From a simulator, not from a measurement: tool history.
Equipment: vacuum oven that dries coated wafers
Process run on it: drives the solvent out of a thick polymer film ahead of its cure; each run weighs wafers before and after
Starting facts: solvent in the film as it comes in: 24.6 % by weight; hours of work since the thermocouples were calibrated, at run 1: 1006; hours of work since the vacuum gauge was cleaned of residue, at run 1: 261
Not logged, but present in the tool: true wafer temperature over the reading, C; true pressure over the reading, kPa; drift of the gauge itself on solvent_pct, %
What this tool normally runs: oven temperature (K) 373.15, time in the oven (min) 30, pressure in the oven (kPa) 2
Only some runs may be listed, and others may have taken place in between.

run   hour  oven temperature (K)  time in the oven (min)  pressure in the oven (kPa)  hours of work since the thermocouples were calibrated  hours of work since the vacuum gauge was cleaned of residue  solvent left in the film (%)
  1      0                373.15                      30                           2                                                   1006                                                          261                          2.31
  2     60                373.15                      30                           2                                                   1052                                                          307                          2.29
  3  101.8                373.15                      48                           2                                                   1084                                                          339                          0.93
  4  161.6                373.15                      48                           2                                                   1130                                                          385                          0.91
  5  220.6                370.15                      48                           2                                                   1175                                                          430                          1.23
  6  256.9                370.15                      48                        5.74                                                   1203                                                          458                          2.19
  7    298                370.15                      42                        1.81                                                   1234                                                          489                          1.51
  8  360.8                370.15                      42                        1.81                                                   1282                                                          537                          1.49

What will run 9 give?
  9  433.5                370.15                      42                        1.81                                                   1338                                                          593                             ?

{"run 9": {"solvent left in the film (%)": 1.52}}
With the hidden condition absent and the run-to-run variation left alone, this run would have shown solvent left in the film (%) 1.52.
